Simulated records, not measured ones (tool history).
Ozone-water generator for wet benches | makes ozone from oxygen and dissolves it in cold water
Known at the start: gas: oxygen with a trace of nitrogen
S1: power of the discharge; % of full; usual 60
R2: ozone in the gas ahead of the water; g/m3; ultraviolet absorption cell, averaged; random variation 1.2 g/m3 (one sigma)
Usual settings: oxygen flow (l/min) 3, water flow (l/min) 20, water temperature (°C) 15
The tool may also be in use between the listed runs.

{"run": 1, "hour": 0.0, "S1": 60, "oxygen flow (l/min)": 3, "water flow (l/min)": 20, "water temperature (°C)": 15, "dissolved ozone (ppm)": 14.4, "R2": 208.6}
{"run": 2, "hour": 100.3, "S1": 60, "oxygen flow (l/min)": 3, "water flow (l/min)": 23, "water temperature (°C)": 15, "dissolved ozone (ppm)": 12.2, "R2": 208.9}
{"run": 3, "hour": 151.1, "S1": 60, "oxygen flow (l/min)": 3, "water flow (l/min)": 23, "water temperature (°C)": 15, "dissolved ozone (ppm)": 11.9, "R2": 211}
{"run": 4, "hour": 216.5, "S1": 60, "oxygen flow (l/min)": 3, "water flow (l/min)": 23, "water temperature (°C)": 15, "dissolved ozone (ppm)": 12.1, "R2": 210.3}
{"run": 5, "hour": 291.9, "S1": 60, "oxygen flow (l/min)": 3, "water flow (l/min)": 23, "water temperature (°C)": 15, "dissolved ozone (ppm)": 11.9, "R2": 209.2}
{"run": 6, "hour": 374.9, "S1": 60, "oxygen flow (l/min)": 3, "water flow (l/min)": 23, "water temperature (°C)": 15, "dissolved ozone (ppm)": 12.2, "R2": 208.7}
{"hour": 383.3, "done": "water thermometer calibrated"}
{"run": 7, "hour": 427.8, "S1": 60, "oxygen flow (l/min)": 3, "water flow (l/min)": 23, "water temperature (°C)": 15, "dissolved ozone (ppm)": 11.9, "R2": 207.4}
{"run": 8, "hour": 525.3, "S1": 85, "oxygen flow (l/min)": 2.05, "water flow (l/min)": 28, "water temperature (°C)": 15, "dissolved ozone (ppm)": 10.2, "R2": 301}
{"run": 9, "hour": 585.6, "S1": 84, "oxygen flow (l/min)": 3, "water flow (l/min)": 19, "water temperature (°C)": 15, "dissolved ozone (ppm)": 17.2, "R2": 244.2}
{"run": 10, "hour": 684.7, "S1": 60, "oxygen flow (l/min)": 3, "water flow (l/min)": 27, "water temperature (°C)": 15, "dissolved ozone (ppm)": 9.9, "R2": 208.8}

Forecast run 11:
{"run": 11, "hour": 785.2, "S1": 60, "oxygen flow (l/min)": 3, "water flow (l/min)": 15, "water temperature (°C)": 15, "dissolved ozone (ppm)": "?", "R2": "?"}

dissolved ozone (ppm): 19.1
R2: 205.3 g/m3
Without the tool's hidden state the same run would have given dissolved ozone (ppm) 22, R2 226.9 g/m3.

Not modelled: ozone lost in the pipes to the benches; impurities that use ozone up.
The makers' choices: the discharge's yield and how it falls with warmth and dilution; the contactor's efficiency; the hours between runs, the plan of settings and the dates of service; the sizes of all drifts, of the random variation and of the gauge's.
